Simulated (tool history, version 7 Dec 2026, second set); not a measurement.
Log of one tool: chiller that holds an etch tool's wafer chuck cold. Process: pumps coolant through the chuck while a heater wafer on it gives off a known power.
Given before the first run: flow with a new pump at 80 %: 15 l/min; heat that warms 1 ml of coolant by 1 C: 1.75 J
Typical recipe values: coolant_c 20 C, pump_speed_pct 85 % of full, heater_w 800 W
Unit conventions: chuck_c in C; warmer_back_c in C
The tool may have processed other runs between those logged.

run	day	coolant_c	pump_speed_pct	heater_w	chuck_c	warmer_back_c
1	0	20	85	800	27.3	1.77
2	0.946	25	85	800	32.6	1.76
3	2.204	21	85	800	28.4	1.77
4	2.971	18	85	800	25.4	1.79
5	4.146	20	85	800	27.6	1.77
6	4.867	22	85	800	29.5	1.79
7	5.783	22	85	800	29.4	1.79
8	6.438	22	85	800	29.5	1.78
9	7.375	20	85	800	27.6	1.78
10	8	20	85	800	27.7	1.8
11	8.754	20	85	800	27.6	1.77
12	10.192	20	85	800	27.5	1.78
13	11.392	20	85	800	27.6	1.77
14	12.179	20	85	800	27.4	1.81
15	13.133	20	85	800	27.6	1.81
# day 13.254: chiller's thermometer calibrated
16	14.033	20	85	650	26.3	1.44
17	15.267	20	87	800	27.7	1.77
18	15.992	15	63	430	20.4	1.34
19	16.871	17	61	786	27	2.53
20	18.058	17	61	786	27.1	2.48
21	18.979	20	77	585	26.3	1.45
22	19.708	11	63	698	19.6	2.18
# day 20.521: chiller's thermometer calibrated, once more
23	21.008	20	90	800	27.2	1.72
24	21.621	20	67	800	29.1	2.34
25	22.812	20	67	800	29.1	2.32
26	24.125	20	67	800	29.3	2.31
27	24.95	20	67	800	29.2	2.32
28	26.146	18	94	568	23.1	1.12
29	27.254	18	94	568	22.9	1.15
30	27.875	14	61	668	22.1	2.18
31	29.075	29	85	617	34.7	1.4
32	29.65	12	61	1114	25.6	3.62

Some steps in chuck_c, run to run, broken into two amounts with sign: the step expected even without the hidden condition (settings, incoming material, random variation), and the rest, left for the hidden condition together with whatever gauge scatter is not in both the measured and the hidden-condition-free result:
The hidden state here: heat passed by the chuck's channels, % of clean ones'; flow at a given pump speed, % of a new pump's; coolant's true temperature over the reading, C; drift of the gauge itself on chuck_c, C; drift of the gauge itself on warmer_back_c, C.
Run 18 -> 19: coolant_c 15 -> 17, pump_speed_pct 63 -> 61, heater_w 430 -> 786. chuck_c +6.6 C: hidden state +0.3, all else +6.3.
Run 20 -> 21: coolant_c 17 -> 20, pump_speed_pct 61 -> 77, heater_w 786 -> 585. chuck_c -0.8 C: hidden state -0.3, all else -0.5.
Run 22 -> 23: coolant_c 11 -> 20, pump_speed_pct 63 -> 90, heater_w 698 -> 800, chiller's thermometer calibrated, once more. chuck_c +7.6 C: hidden state -0.3, all else +7.9.
Run 30 -> 31: coolant_c 14 -> 29, pump_speed_pct 61 -> 85, heater_w 668 -> 617. chuck_c +12.6 C: hidden state -0.2, all else +12.8.
Run 31 -> 32: coolant_c 29 -> 12, pump_speed_pct 85 -> 61, heater_w 617 -> 1114. chuck_c -9.1 C: hidden state +0.7, all else -9.8.

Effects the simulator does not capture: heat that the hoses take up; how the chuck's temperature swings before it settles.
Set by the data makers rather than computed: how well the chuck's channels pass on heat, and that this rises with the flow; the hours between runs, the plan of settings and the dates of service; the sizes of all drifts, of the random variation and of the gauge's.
